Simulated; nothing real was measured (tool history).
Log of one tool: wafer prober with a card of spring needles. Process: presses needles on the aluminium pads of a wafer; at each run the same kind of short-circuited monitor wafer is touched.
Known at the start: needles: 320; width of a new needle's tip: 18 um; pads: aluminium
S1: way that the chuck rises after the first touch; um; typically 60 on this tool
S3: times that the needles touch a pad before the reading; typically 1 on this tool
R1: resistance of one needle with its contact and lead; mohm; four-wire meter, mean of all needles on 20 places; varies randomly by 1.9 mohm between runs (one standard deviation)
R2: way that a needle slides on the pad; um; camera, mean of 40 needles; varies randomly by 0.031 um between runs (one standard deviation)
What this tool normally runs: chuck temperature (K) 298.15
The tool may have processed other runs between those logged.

{"run": 1, "hour": 0.0, "S1": 60, "chuck temperature (K)": 298.15, "S3": 1, "R1": 217, "R2": 15.31}
{"hour": 3.9, "done": "tips cleaned on abrasive film"}
{"hour": 10.4, "done": "tips cleaned on abrasive film"}
{"hour": 16.1, "done": "tips cleaned on abrasive film"}
{"run": 2, "hour": 16.1, "S1": 60, "chuck temperature (K)": 298.15, "S3": 1, "R1": 202, "R2": 15.12}
{"hour": 22.5, "done": "tips cleaned on abrasive film"}
{"hour": 27.7, "done": "tips cleaned on abrasive film"}
{"run": 3, "hour": 32.1, "S1": 60, "chuck temperature (K)": 307.15, "S3": 1, "R1": 236, "R2": 15.06}
{"hour": 33.5, "done": "tips cleaned on abrasive film"}
{"hour": 38.7, "done": "tips cleaned on abrasive film"}
{"hour": 45.1, "done": "tips cleaned on abrasive film"}
{"hour": 50.2, "done": "tips cleaned on abrasive film"}
{"hour": 55.4, "done": "tips cleaned on abrasive film"}
{"run": 4, "hour": 60.0, "S1": 60, "chuck temperature (K)": 298.15, "S3": 1, "R1": 230, "R2": 15.05}
{"hour": 61.3, "done": "tips cleaned on abrasive film"}
{"hour": 67.8, "done": "tips cleaned on abrasive film"}
{"hour": 73.1, "done": "tips cleaned on abrasive film"}
{"run": 5, "hour": 73.1, "S1": 60, "chuck temperature (K)": 298.15, "S3": 1, "R1": 202, "R2": 15.04}
{"hour": 79.5, "done": "tips cleaned on abrasive film"}
{"hour": 85.9, "done": "tips cleaned on abrasive film"}
{"hour": 91.1, "done": "tips cleaned on abrasive film"}
{"hour": 97.1, "done": "tips cleaned on abrasive film"}
{"run": 6, "hour": 97.1, "S1": 60, "chuck temperature (K)": 323.15, "S3": 1, "R1": 208, "R2": 14.95}
{"hour": 103.5, "done": "tips cleaned on abrasive film"}
{"hour": 109.9, "done": "tips cleaned on abrasive film"}
{"hour": 115.8, "done": "tips cleaned on abrasive film"}
{"run": 7, "hour": 115.8, "S1": 60, "chuck temperature (K)": 334.15, "S3": 1, "R1": 211, "R2": 15.01}
{"hour": 118.7, "done": "height of the first contact set anew"}
{"hour": 121.3, "done": "tips cleaned on abrasive film"}
{"hour": 127.8, "done": "tips cleaned on abrasive film"}
{"hour": 134.2, "done": "tips cleaned on abrasive film"}
{"run": 8, "hour": 135.5, "S1": 60, "chuck temperature (K)": 320.15, "S3": 1, "R1": 212, "R2": 15.61}
{"hour": 139.5, "done": "tips cleaned on abrasive film"}
{"hour": 144.6, "done": "tips cleaned on abrasive film"}
{"hour": 149.8, "done": "tips cleaned on abrasive film"}
{"run": 9, "hour": 150.1, "S1": 41, "chuck temperature (K)": 364.15, "S3": 1, "R1": 225, "R2": 10.59}
{"hour": 155.3, "done": "tips cleaned on abrasive film"}
{"hour": 156.6, "done": "tips cleaned on abrasive film, once more"}
{"hour": 161.8, "done": "tips cleaned on abrasive film"}
{"hour": 168.2, "done": "tips cleaned on abrasive film"}
{"hour": 174.6, "done": "tips cleaned on abrasive film"}
{"run": 10, "hour": 175.2, "S1": 55, "chuck temperature (K)": 298.15, "S3": 1, "R1": 210, "R2": 14.22}
{"hour": 180.4, "done": "tips cleaned on abrasive film"}
{"hour": 185.6, "done": "tips cleaned on abrasive film"}
{"run": 11, "hour": 187.4, "S1": 55, "chuck temperature (K)": 298.15, "S3": 1, "R1": 217, "R2": 14.15}
{"hour": 191.3, "done": "tips cleaned on abrasive film"}
{"hour": 197.8, "done": "tips cleaned on abrasive film"}
{"hour": 203.0, "done": "tips cleaned on abrasive film"}
{"hour": 209.3, "done": "tips cleaned on abrasive film"}
{"run": 12, "hour": 209.8, "S1": 63, "chuck temperature (K)": 298.15, "S3": 2, "R1": 201, "R2": 16.17}

Here are 4 independent what-if runs from the current tool condition. What would each one return?
{"hour": 215.0, "done": "tips cleaned on abrasive film"}
{"hour": 220.1, "done": "tips cleaned on abrasive film"}
{"hour": 225.3, "done": "tips cleaned on abrasive film"}
{"hour": 231.2, "done": "tips cleaned on abrasive film"}
{"run": "A", "hour": 231.2, "S1": 41, "chuck temperature (K)": 314.15, "S3": 2, "R1": "?", "R2": "?"}
{"hour": 215.0, "done": "tips cleaned on abrasive film"}
{"hour": 220.1, "done": "tips cleaned on abrasive film"}
{"hour": 225.3, "done": "tips cleaned on abrasive film"}
{"hour": 231.2, "done": "tips cleaned on abrasive film"}
{"run": "B", "hour": 231.2, "S1": 60, "chuck temperature (K)": 322.15, "S3": 1, "R1": "?", "R2": "?"}
{"hour": 215.0, "done": "tips cleaned on abrasive film"}
{"hour": 220.1, "done": "tips cleaned on abrasive film"}
{"hour": 225.3, "done": "tips cleaned on abrasive film"}
{"hour": 231.2, "done": "tips cleaned on abrasive film"}
{"run": "C", "hour": 231.2, "S1": 61, "chuck temperature (K)": 335.15, "S3": 1, "R1": "?", "R2": "?"}
{"hour": 215.0, "done": "tips cleaned on abrasive film"}
{"hour": 220.1, "done": "tips cleaned on abrasive film"}
{"hour": 225.3, "done": "tips cleaned on abrasive film"}
{"hour": 231.2, "done": "tips cleaned on abrasive film"}
{"run": "D", "hour": 231.2, "S1": 74, "chuck temperature (K)": 374.15, "S3": 3, "R1": "?", "R2": "?"}

run=A R1=206 R2=10.46
run=B R1=208 R2=15.42
run=C R1=210 R2=15.69
run=D R1=215 R2=19.12
With the hidden condition removed and each run's random variation left untouched, the same runs would have given:
run=A R1=201 R2=10.7
run=B R1=204 R2=15.65
run=C R1=206 R2=15.93
run=D R1=213 R2=19.36
